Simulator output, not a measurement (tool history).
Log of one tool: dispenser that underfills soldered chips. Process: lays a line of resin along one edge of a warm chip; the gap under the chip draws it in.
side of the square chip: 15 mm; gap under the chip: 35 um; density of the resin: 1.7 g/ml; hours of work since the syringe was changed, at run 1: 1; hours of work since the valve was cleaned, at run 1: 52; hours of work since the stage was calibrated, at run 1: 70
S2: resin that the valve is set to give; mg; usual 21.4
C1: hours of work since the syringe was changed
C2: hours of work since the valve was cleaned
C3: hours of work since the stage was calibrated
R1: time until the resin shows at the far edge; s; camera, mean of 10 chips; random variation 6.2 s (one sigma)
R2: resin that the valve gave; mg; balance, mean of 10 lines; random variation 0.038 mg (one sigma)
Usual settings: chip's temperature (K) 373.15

run 1 day=0.000 | chip's_temperature_(K)=373.15 S2=21.4 | C1=1 C2=52 C3=70 | R1=670.9 R2=20.92
run 2 day=0.171 | chip's_temperature_(K)=373.15 S2=21.4 | C1=4 C2=54 C3=73 | R1=798.7 R2=20.89
-- day=0.329 new syringe of resin
run 3 day=0.338 | chip's_temperature_(K)=373.15 S2=21.4 | C1=0 C2=57 C3=76 | R1=621.8 R2=20.89
run 4 day=0.429 | chip's_temperature_(K)=375.15 S2=21.4 | C1=2 C2=58 C3=77 | R1=620.3 R2=20.86
run 5 day=0.517 | chip's_temperature_(K)=375.15 S2=21.4 | C1=3 C2=60 C3=78 | R1=695.4 R2=20.84
run 6 day=0.667 | chip's_temperature_(K)=373.15 S2=21.4 | C1=5 C2=62 C3=81 | R1=901.5 R2=20.71
-- day=0.704 new syringe of resin
run 7 day=0.842 | chip's_temperature_(K)=373.15 S2=21.4 | C1=2 C2=65 C3=83 | R1=693.1 R2=20.85
run 8 day=0.967 | chip's_temperature_(K)=373.15 S2=21.4 | C1=4 C2=67 C3=85 | R1=811.5 R2=20.71
-- day=1.088 new syringe of resin
run 9 day=1.092 | chip's_temperature_(K)=373.15 S2=26.6 | C1=0 C2=68 C3=87 | R1=605.3 R2=25.75
run 10 day=1.171 | chip's_temperature_(K)=373.15 S2=26.6 | C1=1 C2=70 C3=88 | R1=658.1 R2=25.86
-- day=1.362 dispensing valve cleaned and set on the balance
run 11 day=1.396 | chip's_temperature_(K)=377.15 S2=26.6 | C1=4 C2=1 C3=91 | R1=671.5 R2=26.74
-- day=1.508 new syringe of resin
run 12 day=1.546 | chip's_temperature_(K)=373.15 S2=24.1 | C1=1 C2=3 C3=94 | R1=626.7 R2=24.11
run 13 day=1.667 | chip's_temperature_(K)=373.15 S2=24.1 | C1=3 C2=5 C3=95 | R1=704.9 R2=24.04
run 14 day=1.842 | chip's_temperature_(K)=373.15 S2=24.1 | C1=5 C2=7 C3=98 | R1=859.3 R2=24.09
-- day=1.888 new syringe of resin
run 15 day=2.017 | chip's_temperature_(K)=373.15 S2=24.1 | C1=2 C2=10 C3=101 | R1=686.3 R2=24.06
run 16 day=2.146 | chip's_temperature_(K)=372.15 S2=21.4 | C1=4 C2=12 C3=103 | R1=842.0 R2=21.39
-- day=2.275 new syringe of resin
run 17 day=2.312 | chip's_temperature_(K)=372.15 S2=21.4 | C1=1 C2=15 C3=105 | R1=651.7 R2=21.36
run 18 day=2.475 | chip's_temperature_(K)=372.15 S2=21.4 | C1=3 C2=17 C3=108 | R1=772.8 R2=21.34
-- day=2.658 new syringe of resin
run 19 day=2.658 | chip's_temperature_(K)=378.15 S2=21.4 | C1=0 C2=20 C3=111 | R1=471.8 R2=21.28
run 20 day=2.800 | chip's_temperature_(K)=361.15 S2=23.5 | C1=2 C2=22 C3=113 | R1=1174.2 R2=23.34
run 21 day=2.879 | chip's_temperature_(K)=365.15 S2=26.6 | C1=4 C2=23 C3=114 | R1=1052.3 R2=26.40
run 22 day=3.017 | chip's_temperature_(K)=359.15 S2=25.3 | C1=6 C2=26 C3=116 | R1=1640.4 R2=25.03
-- day=3.046 new syringe of resin
run 23 day=3.142 | chip's_temperature_(K)=359.15 S2=25.3 | C1=2 C2=27 C3=118 | R1=1266.4 R2=25.05
run 24 day=3.304 | chip's_temperature_(K)=359.15 S2=25.3 | C1=4 C2=30 C3=121 | R1=1534.5 R2=25.06
-- day=3.429 new syringe of resin
run 25 day=3.446 | chip's_temperature_(K)=375.15 S2=20.4 | C1=0 C2=32 C3=123 | R1=573.2 R2=20.16
run 26 day=3.571 | chip's_temperature_(K)=385.15 S2=22.2 | C1=2 C2=34 C3=125 | R1=418.4 R2=21.88
run 27 day=3.758 | chip's_temperature_(K)=362.15 S2=24.0 | C1=5 C2=37 C3=128 | R1=1430.5 R2=23.67
-- day=3.817 new syringe of resin
run 28 day=3.892 | chip's_temperature_(K)=365.15 S2=22.0 | C1=1 C2=39 C3=130 | R1=952.3 R2=21.61
run 29 day=4.033 | chip's_temperature_(K)=365.15 S2=22.0 | C1=3 C2=41 C3=132 | R1=1109.8 R2=21.67
run 30 day=4.171 | chip's_temperature_(K)=362.15 S2=26.3 | C1=6 C2=43 C3=134 | R1=1441.0 R2=25.90
-- day=4.196 new syringe of resin
run 31 day=4.317 | chip's_temperature_(K)=362.15 S2=26.3 | C1=2 C2=45 C3=136 | R1=1139.2 R2=25.84
run 32 day=4.408 | chip's_temperature_(K)=368.15 S2=21.2 | C1=3 C2=47 C3=138 | R1=966.9 R2=20.82
run 33 day=4.529 | chip's_temperature_(K)=368.15 S2=21.2 | C1=5 C2=49 C3=140 | R1=1088.1 R2=20.78
-- day=4.583 new syringe of resin
run 34 day=4.667 | chip's_temperature_(K)=368.15 S2=21.2 | C1=1 C2=51 C3=142 | R1=851.4 R2=20.74
run 35 day=4.767 | chip's_temperature_(K)=368.15 S2=21.2 | C1=3 C2=52 C3=143 | R1=927.4 R2=20.72
-- day=4.967 new syringe of resin
run 36 day=4.967 | chip's_temperature_(K)=388.15 S2=22.3 | C1=0 C2=55 C3=146 | R1=309.1 R2=21.81

How the hidden state differs across the entries between the runs, from the last listed run before each to the first after it:
Between runs 2 and 3: new syringe of resin (day 0.329)
  resin's viscosity, % of fresh resin's: 130.7 -> 102.4; dose that the valve gives, % of what is set: 97.62 -> 97.49; true chip temperature over the reading, C: 0.38 -> 0.39
  measured less the result without the state, R1: +178.7 -> +5.9 s; R2: -0.51 -> -0.54 mg
Between runs 6 and 7: new syringe of resin (day 0.704)
  resin's viscosity, % of fresh resin's: 146.6 -> 115.2; dose that the valve gives, % of what is set: 97.25 -> 97.13; true chip temperature over the reading, C: 0.43 -> 0.45
  measured less the result without the state, R1: +276.8 -> +81.5 s; R2: -0.59 -> -0.62 mg
Between runs 8 and 9: new syringe of resin (day 1.088)
  resin's viscosity, % of fresh resin's: 132.2 -> 100.9; dose that the valve gives, % of what is set: 97.03 -> 96.94; true chip temperature over the reading, C: 0.46 -> 0.47
  measured less the result without the state, R1: +187.3 -> -6.9 s; R2: -0.63 -> -0.81 mg
Between runs 10 and 11: dispensing valve cleaned and set on the balance (day 1.362)
  resin's viscosity, % of fresh resin's: 109.8 -> 134.2; dose that the valve gives, % of what is set: 96.89 -> 100.26; true chip temperature over the reading, C: 0.48 -> 0.5
  measured less the result without the state, R1: +46.6 -> +160.2 s; R2: -0.83 -> +0.07 mg
Between runs 11 and 12: new syringe of resin (day 1.508)
  resin's viscosity, % of fresh resin's: 134.2 -> 102.8; dose that the valve gives, % of what is set: 100.26 -> 100.17; true chip temperature over the reading, C: 0.5 -> 0.51
  measured less the result without the state, R1: +160.2 -> +2.9 s; R2: +0.07 -> +0.05 mg
Between runs 14 and 15: new syringe of resin (day 1.888)
  resin's viscosity, % of fresh resin's: 142.1 -> 114.8; dose that the valve gives, % of what is set: 99.94 -> 99.83; true chip temperature over the reading, C: 0.54 -> 0.56
  measured less the result without the state, R1: +240.2 -> +73.7 s; R2: -0.01 -> -0.05 mg
Between runs 16 and 17: new syringe of resin (day 2.275)
  resin's viscosity, % of fresh resin's: 132.3 -> 103.1; dose that the valve gives, % of what is set: 99.73 -> 99.62; true chip temperature over the reading, C: 0.57 -> 0.59
  measured less the result without the state, R1: +189.4 -> +3.0 s; R2: -0.05 -> -0.08 mg
Between runs 18 and 19: new syringe of resin (day 2.658)
  resin's viscosity, % of fresh resin's: 123.2 -> 97.3; dose that the valve gives, % of what is set: 99.49 -> 99.36; true chip temperature over the reading, C: 0.6 -> 0.62
  measured less the result without the state, R1: +128.5 -> -25.8 s; R2: -0.11 -> -0.14 mg
Between runs 22 and 23: new syringe of resin (day 3.046)
  resin's viscosity, % of fresh resin's: 143.6 -> 111.8; dose that the valve gives, % of what is set: 99.1 -> 99.03; true chip temperature over the reading, C: 0.66 -> 0.67
  measured less the result without the state, R1: +461.5 -> +97.3 s; R2: -0.23 -> -0.25 mg
Between runs 24 and 25: new syringe of resin (day 3.429)
  resin's viscosity, % of fresh resin's: 133.8 -> 102.9; dose that the valve gives, % of what is set: 98.91 -> 98.81; true chip temperature over the reading, C: 0.68 -> 0.7
  measured less the result without the state, R1: +350.1 -> -0.4 s; R2: -0.27 -> -0.24 mg
Between runs 27 and 28: new syringe of resin (day 3.817)
  resin's viscosity, % of fresh resin's: 144.9 -> 109.7; dose that the valve gives, % of what is set: 98.59 -> 98.49; true chip temperature over the reading, C: 0.73 -> 0.74
  measured less the result without the state, R1: +409.6 -> +55.1 s; R2: -0.33 -> -0.33 mg
Between runs 30 and 31: new syringe of resin (day 4.196)
  resin's viscosity, % of fresh resin's: 149.2 -> 116.5; dose that the valve gives, % of what is set: 98.27 -> 98.17; true chip temperature over the reading, C: 0.77 -> 0.78
  measured less the result without the state, R1: +440.0 -> +124.6 s; R2: -0.46 -> -0.48 mg
Between runs 33 and 34: new syringe of resin (day 4.583)
  resin's viscosity, % of fresh resin's: 146.7 -> 112; dose that the valve gives, % of what is set: 98.02 -> 97.93; true chip temperature over the reading, C: 0.81 -> 0.82
  measured less the result without the state, R1: +320.5 -> +64.4 s; R2: -0.42 -> -0.44 mg
Between runs 35 and 36: new syringe of resin (day 4.967)
  resin's viscosity, % of fresh resin's: 124.9 -> 99; dose that the valve gives, % of what is set: 97.85 -> 97.71; true chip temperature over the reading, C: 0.83 -> 0.85
  measured less the result without the state, R1: +158.3 -> -13.6 s; R2: -0.45 -> -0.51 mg
